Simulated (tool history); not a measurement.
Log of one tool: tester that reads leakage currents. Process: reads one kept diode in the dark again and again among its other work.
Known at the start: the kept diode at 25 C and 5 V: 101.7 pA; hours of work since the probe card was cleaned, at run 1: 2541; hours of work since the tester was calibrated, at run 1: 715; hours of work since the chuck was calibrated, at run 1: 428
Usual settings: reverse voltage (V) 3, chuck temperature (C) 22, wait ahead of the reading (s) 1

run     day  reverse voltage (V)  chuck temperature (C)  wait ahead of the reading (s)  hours of work since the probe card was cleaned  hours of work since the tester was calibrated  hours of work since the chuck was calibrated  current that the tester gives (pA)
  1       0                    3                     22                              1                                            2541                                            715                                           428                               67.27
  2   1.158                    3                     22                              1                                            2559                                            733                                           445                                  67
  3   2.438                 1.27                     22                              1                                            2579                                            753                                           465                               41.56
  4   4.183                 1.27                     22                              1                                            2606                                            780                                           492                               41.66
  5   5.554                 1.27                     22                              1                                            2627                                            801                                           513                               41.67
  6   7.129                 1.27                     22                              1                                            2651                                            825                                           537                               41.98
  7   8.712                 1.27                     22                              1                                            2675                                            849                                           562                               41.82
  8   9.954                    3                     29                              1                                            2694                                            869                                           581                              117.13
  9   11.35                    3                     29                              1                                            2716                                            890                                           602                               118.1
 10  12.671                    3                     29                              1                                            2736                                            910                                           623                              118.83
 11  14.096                    3                     32                              1                                            2758                                            932                                           645                              149.04
 12  15.904                    3                     32                           4.29                                            2786                                            960                                           672                              148.31
 13  16.667                    3                     22                              1                                            2798                                            972                                           684                               69.39
 14  17.879                    3                     22                              1                                            2817                                            991                                           703                               69.36
 15  19.258                 2.93                     49                           5.94                                            2838                                           1012                                           724                              508.26
     20.033  -- chuck's temperature calibrated
 16  20.738                 8.33                     31                            1.4                                            2859                                           1033                                            11                              260.18
 17  21.592                 2.59                     22                              1                                            2872                                           1046                                            24                               67.94
 18  22.762                 5.01                     32                           1.38                                            2890                                           1064                                            42                              211.75
 19  23.992                 5.01                     32                           1.38                                            2909                                           1083                                            61                              213.06
 20  25.233                 3.77                     20                           0.44                                            2928                                           1103                                            80                               73.29

Run 21 comes next. What will it give?
     26.004  -- chuck's temperature calibrated, once more
 21  26.6                15.15                     57                           1.26                                            2948                                           1122                                             9                                   ?

Run 21 gave current that the tester gives (pA) 2005.85.
Without the tool's hidden state the same run would have given current that the tester gives (pA) 1968.88.
